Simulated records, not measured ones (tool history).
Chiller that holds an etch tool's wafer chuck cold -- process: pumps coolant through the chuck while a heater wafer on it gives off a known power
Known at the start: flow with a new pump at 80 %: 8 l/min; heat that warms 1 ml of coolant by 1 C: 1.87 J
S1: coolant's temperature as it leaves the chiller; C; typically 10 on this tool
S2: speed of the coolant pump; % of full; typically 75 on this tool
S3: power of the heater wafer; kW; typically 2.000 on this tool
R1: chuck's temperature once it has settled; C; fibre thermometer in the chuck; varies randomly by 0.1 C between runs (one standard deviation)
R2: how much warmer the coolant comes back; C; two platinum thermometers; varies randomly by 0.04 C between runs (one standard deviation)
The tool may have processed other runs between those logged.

run 1 hour=0.0 | S1=10 S2=75 S3=2.000 | R1=27.6 R2=8.81
run 2 hour=15.3 | S1=10 S2=75 S3=2.000 | R1=27.6 R2=8.78
run 3 hour=44.7 | S1=10 S2=75 S3=2.000 | R1=27.6 R2=8.76
run 4 hour=70.8 | S1=10 S2=75 S3=2.000 | R1=27.4 R2=8.73
run 5 hour=84.2 | S1=10 S2=75 S3=2.000 | R1=27.6 R2=8.72
run 6 hour=110.3 | S1=10 S2=64 S3=2.000 | R1=30.2 R2=10.33
run 7 hour=127.9 | S1=10 S2=75 S3=2.000 | R1=27.5 R2=8.83
run 8 hour=148.7 | S1=10 S2=75 S3=2.395 | R1=31.0 R2=10.55
run 9 hour=181.0 | S1=10 S2=89 S3=2.000 | R1=25.2 R2=7.39
run 10 hour=199.0 | S1=10 S2=75 S3=2.000 | R1=27.6 R2=8.78
-- hour=202.3 chiller's thermometer calibrated
run 11 hour=220.3 | S1=10 S2=75 S3=2.000 | R1=27.6 R2=8.82
run 12 hour=233.9 | S1=10 S2=75 S3=2.000 | R1=27.6 R2=8.80
run 13 hour=264.4 | S1=10 S2=75 S3=2.000 | R1=27.7 R2=8.80
run 14 hour=292.5 | S1=10 S2=75 S3=2.000 | R1=27.6 R2=8.79
run 15 hour=311.1 | S1=10 S2=75 S3=1.414 | R1=22.4 R2=6.25
run 16 hour=330.5 | S1=10 S2=75 S3=1.414 | R1=22.2 R2=6.23
run 17 hour=348.6 | S1=19 S2=67 S3=1.414 | R1=32.7 R2=7.03
run 18 hour=363.3 | S1=19 S2=67 S3=1.414 | R1=32.5 R2=6.94
-- hour=385.3 chiller's thermometer calibrated, once more
run 19 hour=389.4 | S1=19 S2=67 S3=1.414 | R1=33.0 R2=6.97
run 20 hour=405.0 | S1=19 S2=80 S3=1.414 | R1=31.0 R2=5.87
run 21 hour=428.1 | S1=18 S2=83 S3=1.266 | R1=28.5 R2=5.10
run 22 hour=456.2 | S1=18 S2=83 S3=1.266 | R1=28.3 R2=5.00
run 23 hour=469.8 | S1=4 S2=94 S3=1.306 | R1=13.7 R2=4.62
run 24 hour=488.0 | S1=18 S2=94 S3=1.022 | R1=25.5 R2=3.60
run 25 hour=510.4 | S1=18 S2=94 S3=1.022 | R1=25.5 R2=3.57
run 26 hour=527.1 | S1=10 S2=88 S3=1.115 | R1=18.8 R2=4.22
run 27 hour=558.4 | S1=3 S2=94 S3=1.799 | R1=16.2 R2=6.32
run 28 hour=584.2 | S1=10 S2=75 S3=1.193 | R1=20.8 R2=5.30
run 29 hour=604.6 | S1=10 S2=75 S3=1.193 | R1=20.6 R2=5.32
-- hour=620.9 coolant changed, channels flushed
run 30 hour=643.6 | S1=10 S2=77 S3=2.000 | R1=26.3 R2=8.62
run 31 hour=660.6 | S1=3 S2=77 S3=1.196 | R1=12.7 R2=5.14

Measured less the same run without the tool's hidden state. The same run-to-run variation is in both; the gauge's scatter may not be:
The hidden state here: heat passed by the chuck's channels, % of clean ones'; flow at a given pump speed, % of a new pump's; coolant's true temperature over the reading, C; drift of the gauge itself on chuck_c, C; drift of the gauge itself on warmer_back_c, C.
run=1 R1=+1.2 R2=+0.19
run=2 R1=+1.2 R2=+0.19
run=3 R1=+1.3 R2=+0.20
run=4 R1=+1.3 R2=+0.20
run=5 R1=+1.3 R2=+0.20
run=6 R1=+1.5 R2=+0.24
run=7 R1=+1.3 R2=+0.21
run=8 R1=+1.6 R2=+0.26
run=9 R1=+1.1 R2=+0.19
run=10 R1=+1.3 R2=+0.22
run=11 R1=+1.2 R2=+0.22
run=12 R1=+1.2 R2=+0.22
run=13 R1=+1.3 R2=+0.23
run=14 R1=+1.3 R2=+0.24
run=15 R1=+0.9 R2=+0.17
run=16 R1=+0.9 R2=+0.17
run=17 R1=+1.0 R2=+0.19
run=18 R1=+1.0 R2=+0.20
run=19 R1=+1.2 R2=+0.20
run=20 R1=+1.1 R2=+0.17
run=21 R1=+1.0 R2=+0.15
run=22 R1=+1.0 R2=+0.14
run=23 R1=+0.9 R2=+0.14
run=24 R1=+0.7 R2=+0.11
run=25 R1=+0.7 R2=+0.11
run=26 R1=+0.9 R2=+0.13
run=27 R1=+1.3 R2=+0.19
run=28 R1=+1.0 R2=+0.17
run=29 R1=+1.0 R2=+0.17
run=30 R1=+0.4 R2=+0.28
run=31 R1=+0.2 R2=+0.17
